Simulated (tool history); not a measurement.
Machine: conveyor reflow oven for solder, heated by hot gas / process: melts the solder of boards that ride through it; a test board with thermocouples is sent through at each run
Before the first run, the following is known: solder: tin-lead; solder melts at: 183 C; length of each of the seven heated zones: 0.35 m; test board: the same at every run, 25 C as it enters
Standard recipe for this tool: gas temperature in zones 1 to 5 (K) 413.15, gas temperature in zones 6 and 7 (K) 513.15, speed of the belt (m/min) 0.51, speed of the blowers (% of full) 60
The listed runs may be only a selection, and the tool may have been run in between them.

| run | day | gas temperature in zones 1 to 5 (K) | gas temperature in zones 6 and 7 (K) | speed of the belt (m/min) | speed of the blowers (% of full) | highest temperature of the board (K) | time above the solder's melting point (s) |
|---|---|---|---|---|---|---|---|
| 1 | 0 | 413.15 | 513.15 | 0.51 | 60 | 500.15 | 70.7 |
| 2 | 1.196 | 413.15 | 513.15 | 0.51 | 60 | 499.55 | 70.8 |
|  | 2.771 | flux residue cleaned out of gas plates and filters |
| 3 | 3.412 | 420.15 | 513.15 | 0.51 | 60 | 498.85 | 73.4 |
| 4 | 5.008 | 427.15 | 513.15 | 0.51 | 60 | 500.25 | 77.4 |
| 5 | 6.162 | 427.15 | 513.15 | 0.51 | 60 | 499.75 | 77.1 |
| 6 | 7.6 | 413.15 | 524.15 | 0.51 | 60 | 507.65 | 76 |
|  | 9.383 | belt drive overhauled, speed set with a stopwatch |
| 7 | 9.575 | 413.15 | 524.15 | 0.51 | 60 | 507.95 | 74.5 |
| 8 | 11.329 | 420.15 | 513.15 | 0.51 | 60 | 498.55 | 71.8 |
|  | 13.017 | thermocouples of zones 6 and 7 changed |
|  | 13.367 | flux residue cleaned out of gas plates and filters, once more |
| 9 | 13.492 | 420.15 | 513.15 | 0.51 | 60 | 500.95 | 73.5 |
| 10 | 14.729 | 413.15 | 513.15 | 0.51 | 73 | 502.35 | 72 |
| 11 | 16.667 | 413.15 | 513.15 | 0.51 | 60 | 500.05 | 70.3 |
| 12 | 18.054 | 413.15 | 501.15 | 0.51 | 60 | 489.05 | 62.6 |
| 13 | 19.721 | 413.15 | 501.15 | 0.51 | 60 | 488.55 | 62.3 |
| 14 | 20.646 | 413.15 | 501.15 | 0.51 | 60 | 488.75 | 62.5 |
| 15 | 22.146 | 413.15 | 501.15 | 0.51 | 60 | 487.75 | 62.4 |
| 16 | 23.417 | 413.15 | 501.15 | 0.51 | 60 | 488.35 | 62 |
| 17 | 25.075 | 413.15 | 513.15 | 0.51 | 65 | 500.35 | 70.5 |
| 18 | 26.362 | 409.15 | 513.15 | 0.51 | 52 | 496.45 | 66.8 |
| 19 | 27.358 | 398.15 | 513.15 | 0.51 | 52 | 494.85 | 61.3 |
| 20 | 28.738 | 398.15 | 513.15 | 0.51 | 52 | 494.45 | 61.4 |
| 21 | 30.308 | 398.15 | 513.15 | 0.51 | 52 | 494.25 | 61.3 |
|  | 31.296 | flux residue cleaned out of gas plates and filters |
| 22 | 31.683 | 398.15 | 513.15 | 0.51 | 52 | 494.85 | 62.2 |
| 23 | 32.667 | 398.15 | 513.15 | 0.51 | 52 | 495.75 | 62.4 |
| 24 | 34.275 | 398.15 | 513.15 | 0.51 | 52 | 495.55 | 61.8 |
| 25 | 35.75 | 398.15 | 513.15 | 0.51 | 52 | 494.75 | 61.9 |
| 26 | 36.812 | 411.15 | 515.15 | 0.48 | 60 | 502.25 | 76.5 |
| 27 | 37.871 | 427.15 | 513.15 | 0.51 | 70 | 502.55 | 77.5 |
| 28 | 39.6 | 413.15 | 513.15 | 0.51 | 67 | 500.55 | 71.1 |
| 29 | 41.083 | 414.15 | 511.15 | 0.504 | 63 | 497.75 | 71.1 |
| 30 | 42.983 | 423.15 | 517.15 | 0.459 | 58 | 506.05 | 86.8 |

Consider 3 possible next runs. They are alternatives, not a sequence: every one starts from the tool as it was left by run 30. What does each give?
| A | 43.825 | 413.15 | 513.15 | 0.47 | 60 | ? | ? |
| B | 43.825 | 423.15 | 517.15 | 0.459 | 66 | ? | ? |
| C | 43.825 | 419.15 | 524.15 | 0.459 | 58 | ? | ? |

| run | highest temperature of the board (K) | time above the solder's melting point (s) |
|---|---|---|
| A | 500.45 | 77.8 |
| B | 507.25 | 87.7 |
| C | 512.25 | 88.5 |
Without the tool's unlogged condition, the same runs would have read:
| run | highest temperature of the board (K) | time above the solder's melting point (s) |
|---|---|---|
| A | 502.15 | 78.3 |
| B | 508.95 | 87.8 |
| C | 513.95 | 88.5 |

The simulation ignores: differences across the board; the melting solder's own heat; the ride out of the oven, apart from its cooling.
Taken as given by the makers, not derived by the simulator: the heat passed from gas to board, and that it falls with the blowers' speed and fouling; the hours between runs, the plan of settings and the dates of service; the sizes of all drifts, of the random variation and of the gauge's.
